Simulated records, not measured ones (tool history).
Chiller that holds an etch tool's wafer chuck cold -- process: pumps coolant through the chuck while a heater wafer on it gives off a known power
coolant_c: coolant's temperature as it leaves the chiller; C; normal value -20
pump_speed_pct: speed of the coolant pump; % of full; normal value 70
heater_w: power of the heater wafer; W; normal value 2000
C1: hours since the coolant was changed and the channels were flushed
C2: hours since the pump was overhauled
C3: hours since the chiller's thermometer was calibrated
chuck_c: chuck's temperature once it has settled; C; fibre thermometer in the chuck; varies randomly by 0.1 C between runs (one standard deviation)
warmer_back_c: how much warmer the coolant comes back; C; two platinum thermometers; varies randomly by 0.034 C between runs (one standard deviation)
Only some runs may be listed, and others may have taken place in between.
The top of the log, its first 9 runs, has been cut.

Run 10, hour 209: usual settings; C1 2379; C2 841; C3 2081. Result: chuck_c -4.3 C, warmer_back_c 5.37 C.
Run 11, hour 228.3: usual settings; C1 2398; C2 860; C3 2100. Result: chuck_c -4.3 C, warmer_back_c 5.39 C.
Run 12, hour 243.3: usual settings; C1 2413; C2 875; C3 2115. Result: chuck_c -4 C, warmer_back_c 5.43 C.
Run 13, hour 269.2: usual settings; C1 2439; C2 901; C3 2141. Result: chuck_c -4.2 C, warmer_back_c 5.34 C.
Run 14, hour 287.5: usual settings; C1 2457; C2 919; C3 2160. Result: chuck_c -4.3 C, warmer_back_c 5.42 C.
Run 15, hour 308.5: usual settings but heater_w 1813 W; C1 2478; C2 940; C3 2181. Result: chuck_c -5.7 C, warmer_back_c 4.91 C.
Run 16, hour 334.8: usual settings; C1 2505; C2 967; C3 2207. Result: chuck_c -4.2 C, warmer_back_c 5.4 C.
Run 17, hour 361: usual settings but coolant_c -29 C, pump_speed_pct 62 % of full; C1 2531; C2 993; C3 2233. Result: chuck_c -12.2 C, warmer_back_c 6.11 C.
Run 18, hour 383.2: usual settings but coolant_c -29 C, pump_speed_pct 62 % of full; C1 2553; C2 1015; C3 2255. Result: chuck_c -12.1 C, warmer_back_c 6.07 C.
Run 19, hour 403.6: usual settings but pump_speed_pct 87 % of full, heater_w 1502 W; C1 2574; C2 1035; C3 2276. Result: chuck_c -9.5 C, warmer_back_c 3.31 C.
Run 20, hour 422: usual settings but pump_speed_pct 87 % of full, heater_w 1153 W; C1 2592; C2 1054; C3 2294. Result: chuck_c -12.1 C, warmer_back_c 2.5 C.
Run 21, hour 448.4: usual settings but coolant_c -26 C, pump_speed_pct 67 % of full, heater_w 2050 W; C1 2618; C2 1080; C3 2320. Result: chuck_c -9.3 C, warmer_back_c 5.8 C.
At hour 453.8: chiller's thermometer calibrated.
Run 22, hour 479.7: usual settings but pump_speed_pct 99 % of full, heater_w 1516 W; C1 2649; C2 1110; C3 26. Result: chuck_c -10 C, warmer_back_c 2.93 C.
Run 23, hour 494.7: usual settings but coolant_c -17 C, heater_w 1065 W; C1 2664; C2 1126; C3 41. Result: chuck_c -8.3 C, warmer_back_c 2.9 C.
Run 24, hour 517.8: usual settings but coolant_c -28 C, pump_speed_pct 87 % of full; C1 2687; C2 1149; C3 64. Result: chuck_c -13.9 C, warmer_back_c 4.4 C.
Run 25, hour 546.2: usual settings but pump_speed_pct 82 % of full, heater_w 1254 W; C1 2715; C2 1177; C3 92. Result: chuck_c -10.7 C, warmer_back_c 2.91 C.
Run 26, hour 571.7: usual settings but pump_speed_pct 82 % of full, heater_w 1254 W; C1 2741; C2 1203; C3 118. Result: chuck_c -10.8 C, warmer_back_c 2.87 C.
Run 27, hour 589.2: usual settings but pump_speed_pct 82 % of full, heater_w 1254 W; C1 2758; C2 1220; C3 135. Result: chuck_c -10.8 C, warmer_back_c 2.93 C.
Run 28, hour 608: usual settings but pump_speed_pct 82 % of full, heater_w 1254 W; C1 2777; C2 1239; C3 154. Result: chuck_c -10.8 C, warmer_back_c 2.94 C.
Run 29, hour 626.7: usual settings but coolant_c -29 C, pump_speed_pct 82 % of full, heater_w 1782 W; C1 2796; C2 1258; C3 173. Result: chuck_c -15.9 C, warmer_back_c 4.21 C.
Run 30, hour 640.5: usual settings but coolant_c -29 C, pump_speed_pct 82 % of full, heater_w 1782 W; C1 2809; C2 1271; C3 187. Result: chuck_c -15.8 C, warmer_back_c 4.13 C.
Run 31, hour 669.5: usual settings but pump_speed_pct 67 % of full, heater_w 1987 W; C1 2838; C2 1300; C3 216. Result: chuck_c -3.6 C, warmer_back_c 5.67 C.

Branching from run 31: 5 alternative next runs. What would each branch give?
Run A, hour 686.8: usual settings but pump_speed_pct 91 % of full, heater_w 1172 W; C1 2856; C2 1318; C3 233. Result: chuck_c ?, warmer_back_c ?.
Run B, hour 686.8: usual settings but coolant_c -14 C, pump_speed_pct 84 % of full, heater_w 1074 W; C1 2856; C2 1318; C3 233. Result: chuck_c ?, warmer_back_c ?.
Run C, hour 686.8: usual settings but pump_speed_pct 90 % of full, heater_w 1609 W; C1 2856; C2 1318; C3 233. Result: chuck_c ?, warmer_back_c ?.
Run D, hour 686.8: usual settings but pump_speed_pct 62 % of full, heater_w 1987 W; C1 2856; C2 1318; C3 233. Result: chuck_c ?, warmer_back_c ?.
Run E, hour 686.8: usual settings but pump_speed_pct 84 % of full; C1 2856; C2 1318; C3 233. Result: chuck_c ?, warmer_back_c ?.

run  chuck_c  warmer_back_c
  A    -11.8           2.53
  B     -6.3           2.49
  C     -8.8           3.41
  D     -2.8           6.12
  E     -5.3           4.56
Without the tool's hidden state the same runs would have given:
run  chuck_c  warmer_back_c
  A    -12.2           2.46
  B     -6.7           2.42
  C     -9.4           3.31
  D     -3.8           5.94
  E     -6.1           4.43
